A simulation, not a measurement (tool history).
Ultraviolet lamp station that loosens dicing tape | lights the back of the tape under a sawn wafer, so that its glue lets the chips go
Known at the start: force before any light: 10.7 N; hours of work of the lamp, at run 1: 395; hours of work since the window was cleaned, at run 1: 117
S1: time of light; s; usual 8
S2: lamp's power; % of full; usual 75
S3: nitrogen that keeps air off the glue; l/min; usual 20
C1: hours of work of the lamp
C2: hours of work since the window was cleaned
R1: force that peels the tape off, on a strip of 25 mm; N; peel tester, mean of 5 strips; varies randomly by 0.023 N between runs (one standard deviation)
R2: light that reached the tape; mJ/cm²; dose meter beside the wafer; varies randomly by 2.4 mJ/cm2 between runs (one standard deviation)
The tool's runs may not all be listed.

Run 1, day 0: usual settings; C1 395; C2 117. Result: R1 1.362 N, R2 241 mJ/cm².
Run 2, day 0.338: usual settings; C1 402; C2 124. Result: R1 1.398 N, R2 240 mJ/cm².
Run 3, day 0.696: usual settings; C1 408; C2 130. Result: R1 1.389 N, R2 240 mJ/cm².
Run 4, day 1.142: usual settings but S3 32 l/min; C1 417; C2 139. Result: R1 0.971 N, R2 237 mJ/cm².
Run 5, day 1.388: usual settings but S3 32 l/min; C1 422; C2 144. Result: R1 0.964 N, R2 240 mJ/cm².
Run 6, day 1.875: usual settings; C1 431; C2 153. Result: R1 1.424 N, R2 242 mJ/cm².
Run 7, day 2.125: usual settings; C1 436; C2 158. Result: R1 1.396 N, R2 237 mJ/cm².
Run 8, day 2.367: usual settings; C1 440; C2 162. Result: R1 1.385 N, R2 238 mJ/cm².
Run 9, day 2.608: usual settings; C1 445; C2 167. Result: R1 1.417 N, R2 235 mJ/cm².
Run 10, day 2.975: usual settings; C1 452; C2 174. Result: R1 1.48 N, R2 236 mJ/cm².
Run 11, day 3.508: usual settings but S3 21 l/min; C1 462; C2 184. Result: R1 1.416 N, R2 234 mJ/cm².
Run 12, day 3.904: usual settings but S1 5 s, S3 18 l/min; C1 470; C2 192. Result: R1 3.137 N, R2 148 mJ/cm².
Run 13, day 4.412: usual settings but S1 13 s, S2 99 % of full, S3 10 l/min; C1 480; C2 201. Result: R1 0.519 N, R2 498 mJ/cm².
Run 14, day 4.746: usual settings but S1 13 s, S2 99 % of full, S3 10 l/min; C1 486; C2 208. Result: R1 0.507 N, R2 505 mJ/cm².
Run 15, day 5.183: usual settings but S1 13 s, S2 92 % of full, S3 12 l/min; C1 494; C2 216. Result: R1 0.507 N, R2 468 mJ/cm².
Run 16, day 5.671: usual settings but S1 4 s, S2 73 % of full; C1 504; C2 226. Result: R1 4.123 N, R2 113 mJ/cm².
Run 17, day 6.042: usual settings but S1 7 s, S2 71 % of full; C1 511; C2 233. Result: R1 2.093 N, R2 192 mJ/cm².
Run 18, day 6.508: usual settings but S1 7 s, S2 71 % of full; C1 520; C2 242. Result: R1 2.088 N, R2 191 mJ/cm².
Run 19, day 6.742: usual settings but S1 16 s, S2 67 % of full, S3 10 l/min; C1 524; C2 246. Result: R1 0.856 N, R2 410 mJ/cm².
Run 20, day 7.2: usual settings but S1 4 s, S3 32 l/min; C1 533; C2 255. Result: R1 3.429 N, R2 116 mJ/cm².
Run 21, day 7.458: usual settings but S1 9 s, S2 69 % of full, S3 6 l/min; C1 538; C2 260. Result: R1 3.182 N, R2 235 mJ/cm².

Here are 4 independent what-if runs from the current tool condition. What would each one return?
Run A, day 7.675: usual settings but S1 9 s, S2 69 % of full, S3 9 l/min; C1 542; C2 264. Result: R1 ?, R2 ?.
Run B, day 7.675: usual settings but S1 14 s, S2 89 % of full, S3 22 l/min; C1 542; C2 264. Result: R1 ?, R2 ?.
Run C, day 7.675: usual settings but S1 15 s, S2 91 % of full; C1 542; C2 264. Result: R1 ?, R2 ?.
Run D, day 7.675: usual settings but S2 81 % of full; C1 542; C2 264. Result: R1 ?, R2 ?.

run     R1   R2
  A  2.574  235
  B  0.242  470
  C  0.222  518
  D   1.29  243
Had the tool no hidden state, the same runs would have come out as:
run     R1   R2
  A  2.005  277
  B  0.166  554
  C  0.158  610
  D  0.912  287

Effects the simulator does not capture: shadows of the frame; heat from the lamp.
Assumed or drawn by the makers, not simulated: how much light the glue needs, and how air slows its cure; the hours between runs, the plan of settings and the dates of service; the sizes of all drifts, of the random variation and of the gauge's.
